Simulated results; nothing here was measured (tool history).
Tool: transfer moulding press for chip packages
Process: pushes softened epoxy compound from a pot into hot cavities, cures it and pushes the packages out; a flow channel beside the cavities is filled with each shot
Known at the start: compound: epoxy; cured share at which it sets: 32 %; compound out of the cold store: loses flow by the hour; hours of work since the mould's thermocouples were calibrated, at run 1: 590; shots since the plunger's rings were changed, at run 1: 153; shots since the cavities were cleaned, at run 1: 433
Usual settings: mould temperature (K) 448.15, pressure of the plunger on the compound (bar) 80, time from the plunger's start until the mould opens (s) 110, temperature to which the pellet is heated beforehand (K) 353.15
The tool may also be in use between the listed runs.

run	hour	mould temperature (K)	pressure of the plunger on the compound (bar)	time from the plunger's start until the mould opens (s)	temperature to which the pellet is heated beforehand (K)	hours of work since the mould's thermocouples were calibrated	shots since the plunger's rings were changed	shots since the cavities were cleaned	incoming compound's hours out of the cold store	length that the compound runs in the flow channel (mm)	greatest force on the pins that push the packages out (N)
1	0	448.15	80	110	353.15	590	153	433	11.8	818	868
# hour 11.6: mould's thermocouples calibrated
# hour 16.1: cavities cleaned with cleaning compound and waxed
2	31.4	448.15	80	110	353.15	11	430	151	18.1	794	708
3	65.4	448.15	80	110	353.15	32	769	490	20.2	784	877
# hour 75.8: cavities cleaned with cleaning compound and waxed
4	82.8	448.15	80	110	353.15	41	926	69	47.9	714	652
5	113.1	448.15	80	110	353.15	60	1228	371	40.4	729	776
# hour 133.9: cavities cleaned with cleaning compound and waxed
6	142.3	448.15	80	110	353.15	76	1502	83	27.1	764	698
7	163.4	448.15	80	110	353.15	89	1712	293	14.1	790	811
8	180.2	448.15	80	110	353.15	99	1879	460	9.7	803	916
# hour 192.6: cavities cleaned with cleaning compound and waxed
9	200.9	448.15	80	110	353.15	111	2070	82	47.4	703	654
# hour 205.5: mould's thermocouples calibrated, once more
10	224.4	448.15	80	110	353.15	11	2283	295	12.6	786	739
# hour 253.7: cavities cleaned with cleaning compound and waxed
11	259	448.15	80	110	353.15	31	2612	53	8.5	796	654
12	285	448.15	80	110	353.15	47	2870	311	15.8	773	776
# hour 312.2: cavities cleaned with cleaning compound and waxed
13	312.2	448.15	80	110	353.15	63	3126	0	38.6	710	600
14	326	448.15	80	110	353.15	71	3263	137	22.6	751	685
15	356	444.15	73.5	110	353.15	89	3561	435	11.5	763	1147
# hour 370.4: cavities cleaned with cleaning compound and waxed
16	375.2	442.15	80	110	353.15	100	3737	47	41.9	721	978
17	392.4	441.15	80	112	350.15	110	3907	217	15.8	795	1270
18	410.8	445.15	80	139	345.15	121	4090	400	36.1	719	661
# hour 429.1: cavities cleaned with cleaning compound and waxed
19	430.7	451.15	80	139	345.15	132	4273	16	37.6	689	481
20	448.1	444.15	80	137	353.15	143	4446	189	38.9	711	623
21	462	446.15	82.8	110	353.15	151	4585	328	44.9	696	859
# hour 483.8: plunger's sealing rings changed
22	484	446.15	82.8	110	353.15	163	2	521	10.5	850	1010
# hour 491.5: cavities cleaned with cleaning compound and waxed
23	510.8	450.15	80	99	353.15	178	253	192	21.4	780	789
24	536.6	453.15	80	110	355.15	194	509	448	31.4	736	643
# hour 549.4: cavities cleaned with cleaning compound and waxed
25	555.3	443.15	80	110	349.15	204	680	58	9.6	847	991
26	578.4	449.15	83.6	131	347.15	218	910	288	12.2	820	606
27	596.6	453.15	69.5	107	344.15	229	1090	468	25.2	696	670

Forecast each of these 4 alternatives for the next run:
# hour 608.7: cavities cleaned with cleaning compound and waxed
A	618.8	448.15	77.1	114	353.15	242	1297	100	25	?	?
# hour 608.7: cavities cleaned with cleaning compound and waxed
B	618.8	453.15	72.4	124	355.15	242	1297	100	11.1	?	?
# hour 608.7: cavities cleaned with cleaning compound and waxed
C	618.8	447.15	69.5	95	344.15	242	1297	100	26.5	?	?
# hour 608.7: cavities cleaned with cleaning compound and waxed
D	618.8	442.15	69.5	97	354.15	242	1297	100	37.7	?	?

run	length that the compound runs in the flow channel (mm)	greatest force on the pins that push the packages out (N)
A	749	638
B	741	526
C	715	1013
D	713	1387
Without the tool's hidden state the same runs would have given:
run	length that the compound runs in the flow channel (mm)	greatest force on the pins that push the packages out (N)
A	763	552
B	755	466
C	728	861
D	726	1183
